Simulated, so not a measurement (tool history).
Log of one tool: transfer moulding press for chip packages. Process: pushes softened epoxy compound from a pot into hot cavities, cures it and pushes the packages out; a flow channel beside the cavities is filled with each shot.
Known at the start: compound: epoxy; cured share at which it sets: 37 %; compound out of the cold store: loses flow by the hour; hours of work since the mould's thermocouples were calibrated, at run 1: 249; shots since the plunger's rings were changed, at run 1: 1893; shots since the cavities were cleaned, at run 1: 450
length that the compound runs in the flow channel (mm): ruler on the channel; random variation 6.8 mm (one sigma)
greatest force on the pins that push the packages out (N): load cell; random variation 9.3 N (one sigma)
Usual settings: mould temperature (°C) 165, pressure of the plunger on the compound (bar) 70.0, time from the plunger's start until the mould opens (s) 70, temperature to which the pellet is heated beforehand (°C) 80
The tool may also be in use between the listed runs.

| run | hour | mould temperature (°C) | pressure of the plunger on the compound (bar) | time from the plunger's start until the mould opens (s) | temperature to which the pellet is heated beforehand (°C) | hours of work since the mould's thermocouples were calibrated | shots since the plunger's rings were changed | shots since the cavities were cleaned | incoming compound's hours out of the cold store | length that the compound runs in the flow channel (mm) | greatest force on the pins that push the packages out (N) |
|---|---|---|---|---|---|---|---|---|---|---|---|
| 1 | 0.0 | 165 | 70.0 | 70 | 80 | 249 | 1893 | 450 | 13.1 | 830 | 413 |
| 2 | 14.4 | 165 | 63.9 | 70 | 80 | 261 | 2136 | 693 | 34.9 | 753 | 421 |
|  | 24.9 | cavities cleaned with cleaning compound and waxed |
| 3 | 30.8 | 165 | 70.0 | 70 | 80 | 272 | 2386 | 99 | 28.6 | 792 | 409 |
| 4 | 42.8 | 165 | 70.0 | 70 | 80 | 282 | 2589 | 302 | 17.5 | 831 | 417 |
| 5 | 66.6 | 165 | 70.0 | 70 | 80 | 300 | 2988 | 701 | 43.0 | 775 | 411 |
|  | 76.6 | cavities cleaned with cleaning compound and waxed |
| 6 | 89.5 | 165 | 70.0 | 70 | 80 | 317 | 3350 | 218 | 31.2 | 801 | 420 |
| 7 | 101.8 | 165 | 70.0 | 70 | 80 | 326 | 3557 | 425 | 32.3 | 797 | 399 |
| 8 | 124.5 | 165 | 70.0 | 84 | 80 | 344 | 3939 | 807 | 18.3 | 834 | 318 |
|  | 127.1 | cavities cleaned with cleaning compound and waxed |
| 9 | 151.8 | 165 | 70.0 | 84 | 80 | 364 | 4374 | 417 | 21.1 | 822 | 326 |
|  | 178.1 | cavities cleaned with cleaning compound and waxed |
| 10 | 179.0 | 168 | 70.0 | 70 | 80 | 384 | 4807 | 16 | 38.3 | 770 | 362 |
| 11 | 192.5 | 168 | 70.0 | 70 | 80 | 395 | 5033 | 242 | 46.9 | 774 | 351 |
| 12 | 205.8 | 168 | 70.0 | 70 | 80 | 405 | 5257 | 466 | 21.4 | 811 | 361 |
|  | 227.9 | plunger's sealing rings changed |
| 13 | 227.9 | 168 | 70.0 | 70 | 80 | 420 | 0 | 797 | 9.7 | 841 | 357 |
|  | 231.3 | cavities cleaned with cleaning compound and waxed |
| 14 | 245.0 | 168 | 70.0 | 70 | 80 | 432 | 262 | 231 | 28.4 | 804 | 354 |
|  | 264.4 | mould's thermocouples calibrated |
| 15 | 264.8 | 168 | 70.0 | 70 | 80 | 0 | 563 | 532 | 36.8 | 782 | 354 |
|  | 284.6 | cavities cleaned with cleaning compound and waxed |
| 16 | 291.6 | 168 | 70.0 | 70 | 80 | 20 | 989 | 119 | 33.7 | 788 | 354 |
| 17 | 303.8 | 168 | 80.9 | 64 | 80 | 29 | 1193 | 323 | 27.7 | 856 | 424 |
| 18 | 315.5 | 165 | 70.0 | 70 | 72 | 39 | 1391 | 521 | 26.5 | 807 | 427 |
| 19 | 329.7 | 158 | 75.4 | 98 | 90 | 50 | 1630 | 760 | 30.6 | 845 | 320 |
|  | 335.8 | cavities cleaned with cleaning compound and waxed |
| 20 | 353.5 | 167 | 74.2 | 77 | 89 | 67 | 2005 | 297 | 41.9 | 793 | 313 |
| 21 | 378.2 | 158 | 74.2 | 77 | 82 | 86 | 2422 | 714 | 12.5 | 884 | 528 |
|  | 386.4 | cavities cleaned with cleaning compound and waxed |
| 22 | 394.8 | 158 | 74.2 | 77 | 82 | 98 | 2675 | 142 | 41.4 | 830 | 485 |
| 23 | 410.4 | 165 | 70.0 | 94 | 71 | 110 | 2938 | 405 | 37.5 | 780 | 293 |
| 24 | 428.6 | 165 | 70.0 | 94 | 71 | 124 | 3244 | 711 | 47.8 | 776 | 308 |
|  | 438.1 | cavities cleaned with cleaning compound and waxed |
| 25 | 449.0 | 168 | 71.3 | 96 | 70 | 139 | 3563 | 184 | 33.2 | 807 | 301 |
| 26 | 465.2 | 165 | 70.0 | 70 | 82 | 152 | 3836 | 457 | 43.6 | 776 | 395 |
| 27 | 486.8 | 165 | 70.0 | 70 | 82 | 169 | 4200 | 821 | 16.2 | 835 | 416 |
|  | 489.5 | cavities cleaned with cleaning compound and waxed |
| 28 | 499.9 | 165 | 70.0 | 70 | 82 | 178 | 4395 | 176 | 37.0 | 791 | 409 |

3 ways to go on from here, each from the tool as it stands after run 28. What would each give?
| A | 513.1 | 169 | 81.9 | 61 | 80 | 188 | 4617 | 398 | 11.4 | ? | ? |
| B | 513.1 | 166 | 70.5 | 81 | 80 | 188 | 4617 | 398 | 31.3 | ? | ? |
| C | 513.1 | 158 | 66.6 | 66 | 82 | 188 | 4617 | 398 | 11.6 | ? | ? |

| run | length that the compound runs in the flow channel (mm) | greatest force on the pins that push the packages out (N) |
|---|---|---|
| A | 906 | 465 |
| B | 800 | 325 |
| C | 840 | 765 |
Without the tool's hidden state the same runs would have given:
| run | length that the compound runs in the flow channel (mm) | greatest force on the pins that push the packages out (N) |
|---|---|---|
| A | 907 | 462 |
| B | 800 | 323 |
| C | 841 | 761 |
